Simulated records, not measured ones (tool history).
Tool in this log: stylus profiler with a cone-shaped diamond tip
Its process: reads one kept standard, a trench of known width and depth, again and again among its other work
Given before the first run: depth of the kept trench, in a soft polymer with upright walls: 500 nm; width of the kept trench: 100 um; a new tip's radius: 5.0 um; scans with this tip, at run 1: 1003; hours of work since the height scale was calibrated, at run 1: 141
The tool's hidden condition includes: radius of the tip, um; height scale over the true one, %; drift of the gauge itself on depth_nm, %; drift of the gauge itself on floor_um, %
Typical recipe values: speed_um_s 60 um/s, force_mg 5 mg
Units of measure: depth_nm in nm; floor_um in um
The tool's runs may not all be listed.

run,hour,speed_um_s,force_mg,scans with this tip,hours of work since the height scale was calibrated,depth_nm,floor_um
1,0,60,5,1003,141,505.38,95.13
2,18.4,28,5,1071,150,505.72,95.26
3,44.5,28,5,1168,164,505.59,95.3
4,66.6,28,5,1250,175,505.78,95.28
5,91.1,28,5,1341,188,505.66,95.23
6,111.3,28,5,1416,199,505.76,95.18
7,149,60,5,1556,218,505.64,95.09
8,173,60,2.03,1645,231,503.08,94.92
9,207.7,60,2.03,1773,249,502.85,94.91
10,247.8,34,2.03,1922,270,503.01,94.99
11,286.6,60,5,2066,290,505.35,94.91
12,307.7,60,5,2145,301,505.46,94.93
13,337.6,60,5,2256,317,505.8,94.86
14,377.9,60,5,2405,337,505.48,94.84
15,399.4,60,5,2485,349,505.63,94.83
16,418.3,60,5,2555,359,505.27,94.79
17,448.8,60,5,2668,374,505.47,94.77
18,480.3,60,5,2785,391,505.52,94.68
19,499.8,60,5.7,2858,401,506.27,94.71
20,521,60,5.7,2936,412,505.76,94.74
21,549.8,60,5,3043,427,505.33,94.68
22,584.5,235,1.87,3172,445,502.48,93.61
23,602.4,76,1.74,3238,454,502.48,94.37
24,626.6,76,3.83,3328,467,504.35,94.48
25,649.4,76,3.83,3413,479,504.42,94.49
26,678.4,26,2.8,3520,494,503.46,94.63
27,701.7,147,5.37,3607,506,505.6,94.35
28,739.7,107,1.73,3748,526,502.65,94.09
29,776.9,107,1.73,3886,545,502.41,94.08
30,794.5,178,3.88,3951,554,504.49,94
31,813.6,50,2.65,4022,564,502.95,94.43
32,836.7,176,2.57,4108,576,503.23,93.85
33,875.1,176,3.39,4251,596,504,93.87
34,907.9,149,6.49,4372,614,506.36,94.15
35,929.6,149,6.49,4453,625,506.19,94.16
36,961.5,149,6.49,4571,641,506.36,94.08
37,978.1,233,1.87,4633,650,502.62,93.25
38,998.1,233,1.87,4707,661,502.59,93.21
39,1021,70,9.58,4792,672,508.3,94.24
40,1054.6,70,9.58,4917,690,508.17,94.23
41,1080.7,134,4.41,5014,704,504.89,93.94
42,1099.2,134,4.41,5082,713,504.86,93.91

Consider 4 possible next runs. They are alternatives, not a sequence: every one starts from the tool as it was left by run 42. What does each give?
A,1126.2,216,13.82,5182,727,?,?
B,1126.2,20,5,5182,727,?,?
C,1126.2,101,3.54,5182,727,?,?
D,1126.2,60,2.2,5182,727,?,?

run,depth_nm,floor_um
A,510.77,93.99
B,504.99,94.24
C,504.07,93.97
D,503.06,94.07
Stripped of hidden state, with their random variation kept, the same runs would have yielded:
run,depth_nm,floor_um
A,511.24,95.28
B,505.45,95.53
C,504.53,95.26
D,503.52,95.36
